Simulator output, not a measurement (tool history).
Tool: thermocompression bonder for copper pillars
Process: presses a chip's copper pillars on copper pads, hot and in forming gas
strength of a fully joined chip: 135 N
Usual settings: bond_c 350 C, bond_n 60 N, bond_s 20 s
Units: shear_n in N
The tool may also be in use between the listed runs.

run 1 hour=0 | bond_c=350 bond_n=60 bond_s=20 | shear_n=45.7
run 2 hour=68.7 | bond_c=350 bond_n=60 bond_s=20 | shear_n=46.3
run 3 hour=98.9 | bond_c=350 bond_n=60 bond_s=20 | shear_n=44.8
-- hour=110 forming gas filter changed
run 4 hour=170.1 | bond_c=350 bond_n=60 bond_s=20 | shear_n=49.7
run 5 hour=207.2 | bond_c=350 bond_n=60 bond_s=20 | shear_n=50.6
run 6 hour=273.9 | bond_c=350 bond_n=60 bond_s=20 | shear_n=48.6
run 7 hour=312.1 | bond_c=350 bond_n=60 bond_s=47 | shear_n=66.5
run 8 hour=350.8 | bond_c=350 bond_n=84 bond_s=20 | shear_n=63.1
run 9 hour=384 | bond_c=350 bond_n=84 bond_s=20 | shear_n=63.5
run 10 hour=425.8 | bond_c=350 bond_n=84 bond_s=20 | shear_n=63.9
run 11 hour=487.1 | bond_c=350 bond_n=42 bond_s=20 | shear_n=36.1
-- hour=493.9 heater calibrated with a thermocouple chip
run 12 hour=541 | bond_c=336 bond_n=86 bond_s=11 | shear_n=43.7
run 13 hour=585.3 | bond_c=336 bond_n=86 bond_s=11 | shear_n=42.7
run 14 hour=626.5 | bond_c=350 bond_n=64 bond_s=23 | shear_n=53.8
run 15 hour=658.8 | bond_c=350 bond_n=64 bond_s=23 | shear_n=53.5
run 16 hour=703 | bond_c=350 bond_n=58 bond_s=20 | shear_n=48.1
run 17 hour=766.5 | bond_c=372 bond_n=37 bond_s=14 | shear_n=33.9
run 18 hour=800.8 | bond_c=339 bond_n=60 bond_s=27 | shear_n=44.9
run 19 hour=851.2 | bond_c=339 bond_n=76 bond_s=30 | shear_n=57.2
-- hour=885.6 forming gas filter changed
run 20 hour=897.5 | bond_c=349 bond_n=78 bond_s=36 | shear_n=78.2

3 ways to go on from here, each from the tool as it stands after run 20. What would each give?
-- hour=904.7 heater calibrated with a thermocouple chip, once more
run A hour=972.1 | bond_c=329 bond_n=82 bond_s=32 | shear_n=?
-- hour=904.7 heater calibrated with a thermocouple chip, once more
run B hour=972.1 | bond_c=377 bond_n=43 bond_s=22 | shear_n=?
-- hour=904.7 heater calibrated with a thermocouple chip, once more
run C hour=972.1 | bond_c=323 bond_n=37 bond_s=13 | shear_n=?

run=A shear_n=57.1
run=B shear_n=52
run=C shear_n=17.4
Without the tool's hidden state the same runs would have given:
run=A shear_n=59.2
run=B shear_n=54.1
run=C shear_n=18.2

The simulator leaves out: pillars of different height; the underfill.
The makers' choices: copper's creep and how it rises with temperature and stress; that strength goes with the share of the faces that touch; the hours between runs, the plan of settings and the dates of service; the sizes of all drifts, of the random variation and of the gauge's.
